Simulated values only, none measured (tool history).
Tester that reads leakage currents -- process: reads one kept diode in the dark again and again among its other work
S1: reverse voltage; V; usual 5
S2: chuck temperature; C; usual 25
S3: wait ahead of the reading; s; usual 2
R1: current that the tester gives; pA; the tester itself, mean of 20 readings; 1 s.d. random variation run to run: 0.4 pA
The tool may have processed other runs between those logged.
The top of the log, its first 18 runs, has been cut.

| run | day | S1 | S2 | S3 | R1 |
|---|---|---|---|---|---|
| 19 | 31.35 | 5 | 50 | 5.08 | 944.8 |
| 20 | 33.271 | 2.18 | 54 | 7.55 | 782.12 |
| 21 | 34.417 | 2.18 | 54 | 7.55 | 785.12 |
| 22 | 36.304 | 8.4 | 54 | 7.55 | 1686.2 |
| 23 | 37.7 | 5.32 | 25 | 1.04 | 144.14 |
| 24 | 39.558 | 5.33 | 52 | 2 | 1140.12 |
| 25 | 41.4 | 5 | 25 | 0.51 | 140.58 |
| 26 | 42.904 | 12.86 | 25 | 1.98 | 238.2 |
| 27 | 43.996 | 12.86 | 25 | 1.98 | 238.01 |
| 28 | 45.367 | 6.04 | 32 | 7.12 | 273.22 |
| 29 | 46.604 | 6.04 | 32 | 7.12 | 272.76 |
| 30 | 48.071 | 5 | 26 | 0.46 | 154.71 |
| 31 | 49.104 | 5 | 39 | 2 | 429.27 |

Below are 5 alternative next runs, each starting from the tool's condition after run 31. Predict each:
| A | 50.971 | 5 | 44 | 1.17 | ? |
| B | 50.971 | 8.14 | 25 | 4.55 | ? |
| C | 50.971 | 1.03 | 39 | 3.62 | ? |
| D | 50.971 | 19.35 | 27 | 1.7 | ? |
| E | 50.971 | 3.82 | 25 | 0.44 | ? |

| run | R1 |
|---|---|
| A | 621.55 |
| B | 183.54 |
| C | 175.51 |
| D | 358.89 |
| E | 122.8 |
With no hidden state in the tool, these same runs would have given:
| run | R1 |
|---|---|
| A | 590.37 |
| B | 172.24 |
| C | 166.52 |
| D | 336.57 |
| E | 115.62 |

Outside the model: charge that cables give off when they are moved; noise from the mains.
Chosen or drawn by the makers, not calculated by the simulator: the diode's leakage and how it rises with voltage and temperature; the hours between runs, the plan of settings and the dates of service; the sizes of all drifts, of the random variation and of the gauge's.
